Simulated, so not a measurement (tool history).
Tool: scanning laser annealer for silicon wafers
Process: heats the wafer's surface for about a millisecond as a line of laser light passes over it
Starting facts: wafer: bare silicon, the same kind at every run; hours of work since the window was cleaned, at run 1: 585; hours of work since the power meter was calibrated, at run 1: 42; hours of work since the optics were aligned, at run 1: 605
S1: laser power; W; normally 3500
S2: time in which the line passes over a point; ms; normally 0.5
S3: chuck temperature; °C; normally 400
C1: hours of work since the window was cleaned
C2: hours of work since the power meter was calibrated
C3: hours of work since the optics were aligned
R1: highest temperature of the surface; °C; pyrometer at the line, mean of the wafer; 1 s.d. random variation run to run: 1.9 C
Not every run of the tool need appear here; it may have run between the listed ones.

{"run": 1, "hour": 0.0, "S1": 3500, "S2": 0.5, "S3": 400, "C1": 585, "C2": 42, "C3": 605, "R1": 1210}
{"run": 2, "hour": 7.8, "S1": 3500, "S2": 0.5, "S3": 400, "C1": 588, "C2": 45, "C3": 609, "R1": 1206}
{"run": 3, "hour": 15.1, "S1": 3500, "S2": 0.5, "S3": 400, "C1": 592, "C2": 49, "C3": 612, "R1": 1212}
{"run": 4, "hour": 21.6, "S1": 3500, "S2": 0.5, "S3": 400, "C1": 594, "C2": 51, "C3": 615, "R1": 1208}
{"run": 5, "hour": 33.2, "S1": 3500, "S2": 0.355, "S3": 400, "C1": 599, "C2": 56, "C3": 620, "R1": 1068}
{"run": 6, "hour": 40.1, "S1": 3825, "S2": 0.406, "S3": 371, "C1": 602, "C2": 59, "C3": 623, "R1": 1161}

Expected results for the next run?
{"run": 7, "hour": 48.5, "S1": 3765, "S2": 0.528, "S3": 400, "C1": 606, "C2": 63, "C3": 626, "R1": "?"}

Run 7 yielded R1 1305 °C.
Minus the tool's unlogged condition, the same run would have read R1 1306 °C.
